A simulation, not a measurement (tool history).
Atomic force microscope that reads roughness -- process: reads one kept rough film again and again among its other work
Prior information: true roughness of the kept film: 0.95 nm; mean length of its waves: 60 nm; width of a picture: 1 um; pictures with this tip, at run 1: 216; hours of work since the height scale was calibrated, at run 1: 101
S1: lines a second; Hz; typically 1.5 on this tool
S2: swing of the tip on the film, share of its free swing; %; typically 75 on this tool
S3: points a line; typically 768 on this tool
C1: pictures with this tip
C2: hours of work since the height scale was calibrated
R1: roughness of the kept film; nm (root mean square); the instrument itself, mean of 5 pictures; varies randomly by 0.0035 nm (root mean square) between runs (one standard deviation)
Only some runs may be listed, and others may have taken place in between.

run,hour,S1,S2,S3,C1,C2,R1
1,0,1.5,75,768,216,101,0.842
2,13.8,1.5,75,768,244,111,0.843
# hour 25.9: new tip fitted
3,29,1.5,75,768,6,121,0.85
4,44.1,1.5,75,768,36,132,0.839
5,54.8,1.5,75,778,58,140,0.85
6,68.2,1.5,75,778,85,149,0.844
7,83,1.5,63,778,114,160,0.89
8,92.4,1.5,75,768,133,166,0.839
9,109.1,1.5,75,768,167,178,0.835
10,127.2,1.5,75,768,203,191,0.847
11,136.8,1.5,75,768,222,198,0.842
12,152.7,1.5,59,768,254,209,0.901
# hour 159.8: new tip fitted
13,168.7,1.5,75,300,18,220,0.837
14,181.1,1.85,79,300,43,229,0.804
15,198.1,1.85,79,386,77,241,0.797
16,208.8,1.85,79,386,99,248,0.797
17,224.4,3.57,81,689,130,259,0.681
18,238.1,3.57,81,689,157,269,0.682
19,251.7,1.5,73,422,184,279,0.849
20,259.1,1.5,73,422,199,284,0.85
21,274.6,2.58,63,641,230,295,0.853
# hour 293: new tip fitted
22,293.5,1.59,88,768,1,308,0.759
23,305.5,1.01,58,415,25,316,0.914
24,320.6,3.32,64,548,56,327,0.83
25,335.1,3.32,83,591,85,337,0.676

How the hidden state differs across the entries between the runs, from the last listed run before each to the first after it:
Between runs 2 and 3: new tip fitted (hour 25.9)
  radius of the tip, nm: 9 -> 7.1
Between runs 12 and 13: new tip fitted (hour 159.8)
  radius of the tip, nm: 9 -> 7.1; height scale over the true one, %: -0.01 -> -0.02
Between runs 21 and 22: new tip fitted (hour 293)
  radius of the tip, nm: 8.8 -> 7
